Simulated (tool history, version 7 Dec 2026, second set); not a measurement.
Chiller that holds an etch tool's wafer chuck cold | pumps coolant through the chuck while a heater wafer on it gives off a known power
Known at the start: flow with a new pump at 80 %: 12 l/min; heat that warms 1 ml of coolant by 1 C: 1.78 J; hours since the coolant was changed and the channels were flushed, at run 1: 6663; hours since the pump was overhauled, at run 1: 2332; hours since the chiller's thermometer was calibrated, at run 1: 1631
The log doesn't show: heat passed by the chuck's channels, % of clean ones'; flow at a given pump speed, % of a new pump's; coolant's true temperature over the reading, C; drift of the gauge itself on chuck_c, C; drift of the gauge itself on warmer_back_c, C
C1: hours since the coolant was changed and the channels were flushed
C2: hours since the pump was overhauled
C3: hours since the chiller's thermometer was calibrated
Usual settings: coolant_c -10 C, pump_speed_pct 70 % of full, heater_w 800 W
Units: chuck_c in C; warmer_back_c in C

Run 1, hour 0: usual settings; C1 6663; C2 2332; C3 1631. Result: chuck_c -2.86 C, warmer_back_c 2.63 C.
Run 2, hour 28.1: usual settings; C1 6691; C2 2360; C3 1659. Result: chuck_c -2.79 C, warmer_back_c 2.62 C.
Run 3, hour 80.6: usual settings but pump_speed_pct 99 % of full; C1 6744; C2 2413; C3 1711. Result: chuck_c -4.11 C, warmer_back_c 1.9 C.
Run 4, hour 116.6: usual settings but pump_speed_pct 99 % of full; C1 6780; C2 2449; C3 1747. Result: chuck_c -4.12 C, warmer_back_c 1.9 C.
Run 5, hour 170: usual settings but coolant_c -16 C; C1 6833; C2 2502; C3 1800. Result: chuck_c -8.8 C, warmer_back_c 2.71 C.
Run 6, hour 209.3: usual settings but heater_w 562 W; C1 6872; C2 2541; C3 1840. Result: chuck_c -4.85 C, warmer_back_c 1.88 C.
Run 7, hour 259.6: usual settings but heater_w 562 W; C1 6923; C2 2592; C3 1890. Result: chuck_c -4.84 C, warmer_back_c 1.85 C.
Run 8, hour 316.2: usual settings but heater_w 562 W; C1 6979; C2 2648; C3 1947. Result: chuck_c -5.08 C, warmer_back_c 1.84 C.
Run 9, hour 372.3: usual settings but heater_w 562 W; C1 7035; C2 2704; C3 2003. Result: chuck_c -5.04 C, warmer_back_c 1.89 C.
Run 10, hour 416.2: usual settings but pump_speed_pct 96 % of full, heater_w 562 W; C1 7079; C2 2748; C3 2047. Result: chuck_c -5.72 C, warmer_back_c 1.36 C.
Run 11, hour 469.9: usual settings but pump_speed_pct 96 % of full, heater_w 575 W; C1 7133; C2 2802; C3 2100. Result: chuck_c -5.7 C, warmer_back_c 1.4 C.
Run 12, hour 503.7: usual settings but pump_speed_pct 96 % of full, heater_w 525 W; C1 7167; C2 2836; C3 2134. Result: chuck_c -6.05 C, warmer_back_c 1.21 C.
Run 13, hour 530.3: usual settings but heater_w 710 W; C1 7193; C2 2862; C3 2161. Result: chuck_c -3.49 C, warmer_back_c 2.42 C.
At hour 539.6: coolant pump overhauled.
Run 14, hour 574.6: usual settings but heater_w 710 W; C1 7233; C2 35; C3 2200. Result: chuck_c -3.73 C, warmer_back_c 2.38 C.
At hour 607.7: chiller's thermometer calibrated.
Run 15, hour 609.8: usual settings but coolant_c -14 C, pump_speed_pct 64 % of full, heater_w 848 W; C1 7267; C2 69; C3 2. Result: chuck_c -6.01 C, warmer_back_c 3.18 C.
Run 16, hour 659.4: usual settings but coolant_c -14 C, pump_speed_pct 64 % of full, heater_w 848 W; C1 7316; C2 119; C3 52. Result: chuck_c -5.87 C, warmer_back_c 3.14 C.
Run 17, hour 692.7: usual settings but coolant_c -14 C, pump_speed_pct 64 % of full, heater_w 848 W; C1 7350; C2 152; C3 85. Result: chuck_c -5.98 C, warmer_back_c 3.2 C.
Run 18, hour 742.1: usual settings but coolant_c -14 C, pump_speed_pct 64 % of full, heater_w 848 W; C1 7399; C2 202; C3 134. Result: chuck_c -5.68 C, warmer_back_c 3.22 C.
At hour 787: coolant pump overhauled, once more.
Run 19, hour 788.9: usual settings but coolant_c -11 C, pump_speed_pct 69 % of full, heater_w 942 W; C1 7441; C2 2; C3 176. Result: chuck_c -2.77 C, warmer_back_c 3.12 C.
Run 20, hour 816.9: usual settings but coolant_c -18 C; C1 7469; C2 30; C3 204. Result: chuck_c -10.88 C, warmer_back_c 2.54 C.
Run 21, hour 851.7: usual settings but coolant_c -7 C, pump_speed_pct 94 % of full, heater_w 1194 W; C1 7504; C2 65; C3 239. Result: chuck_c 1.97 C, warmer_back_c 2.82 C.
Run 22, hour 888.6: usual settings but coolant_c -7 C, pump_speed_pct 88 % of full, heater_w 1165 W; C1 7541; C2 102; C3 276. Result: chuck_c 2.01 C, warmer_back_c 3.03 C.
Run 23, hour 935.5: usual settings but coolant_c -3 C, pump_speed_pct 78 % of full, heater_w 446 W; C1 7588; C2 149; C3 323. Result: chuck_c 0.82 C, warmer_back_c 1.29 C.
Run 24, hour 966.3: usual settings but coolant_c -16 C, pump_speed_pct 67 % of full, heater_w 905 W; C1 7618; C2 179; C3 354. Result: chuck_c -7.67 C, warmer_back_c 3.11 C.

Measured less the same run without the tool's hidden state. The same run-to-run variation is in both; the gauge's scatter may not be:
run  chuck_c  warmer_back_c
  1    +0.93          +0.08
  2    +0.94          +0.08
  3    +0.83          +0.07
  4    +0.83          +0.06
  5    +0.97          +0.09
  6     +0.7          +0.07
  7    +0.71          +0.07
  8    +0.72          +0.07
  9    +0.73          +0.07
 10    +0.65          +0.05
 11    +0.67          +0.06
 12    +0.61          +0.05
 13    +0.94          +0.09
 14       +1          +0.13
 15    +1.24          +0.17
 16    +1.25          +0.17
 17    +1.26          +0.18
 18    +1.27          +0.18
 19    +1.14          +0.02
 20    +0.97          +0.02
 21    +1.28          +0.02
 22    +1.29          +0.02
 23    +0.55          +0.01
 24    +1.15          +0.03

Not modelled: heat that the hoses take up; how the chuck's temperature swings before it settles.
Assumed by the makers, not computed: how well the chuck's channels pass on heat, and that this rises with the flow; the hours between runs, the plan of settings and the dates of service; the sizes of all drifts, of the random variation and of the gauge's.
